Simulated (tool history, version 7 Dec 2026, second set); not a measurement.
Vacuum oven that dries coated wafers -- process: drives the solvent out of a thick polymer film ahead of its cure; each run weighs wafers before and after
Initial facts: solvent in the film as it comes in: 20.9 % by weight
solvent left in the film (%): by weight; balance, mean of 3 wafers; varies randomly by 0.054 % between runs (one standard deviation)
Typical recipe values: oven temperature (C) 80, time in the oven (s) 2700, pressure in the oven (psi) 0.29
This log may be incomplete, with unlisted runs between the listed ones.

run,hour,oven temperature (C),time in the oven (s),pressure in the oven (psi),solvent left in the film (%)
1,0,80,2700,0.29,2.01
2,35.7,80,2700,0.29,2.09
3,88.4,80,2700,0.29,2.08
4,125.5,84,2700,0.29,1.58
5,157.8,87,2700,0.29,1.21
6,198.6,87,2700,0.29,1.23
7,231.6,87,2700,0.29,1.23
8,256.5,87,2700,0.29,1.32
9,297.3,87,2700,0.29,1.35
10,334,87,2700,0.29,1.34
11,386.8,87,2700,0.29,1.3
12,431.8,77,2700,0.29,2.64
13,466.1,77,2700,0.29,2.68
14,509.9,77,2700,0.29,2.46
15,569.2,80,2700,0.548,3.09
16,617.3,80,3660,0.548,3.07
17,661.8,80,3660,0.548,2.9
18,686.4,94,2220,0.65,1.88
19,745.5,69,1800,0.65,9.37
20,805.9,69,1800,0.145,6.41
# hour 810.6: oven's thermocouples calibrated
21,861,69,1800,0.145,6.14
22,899.4,82,3780,0.68,3.11
23,954.4,71,1380,0.293,7.44
24,1008.7,70,1860,0.341,6.56
25,1067.2,72,2700,0.213,3.39
# hour 1107.9: oven's thermocouples calibrated, once more
26,1117.3,72,2700,0.213,4.42
27,1174.3,72,2700,0.213,4.49
28,1207.4,72,2100,0.368,6.5
29,1235.5,80,1740,0.985,6.92
30,1282.3,78,3780,0.146,1.58
31,1321.3,82,1620,0.879,5.97
32,1377.6,77,3000,0.408,3.56

Predict each of these 4 candidate next runs independently; none follows another, all start after run 32:
A,1403.8,77,4740,0.408,?
B,1403.8,80,1560,0.698,?
C,1403.8,80,2700,0.29,?
D,1403.8,80,2700,0.146,?

run,solvent left in the film (%)
A,2.79
B,5.89
C,2.44
D,1.81
What these runs would have given with no unlogged condition in the tool:
run,solvent left in the film (%)
A,2.31
B,5.43
C,1.99
D,1.38
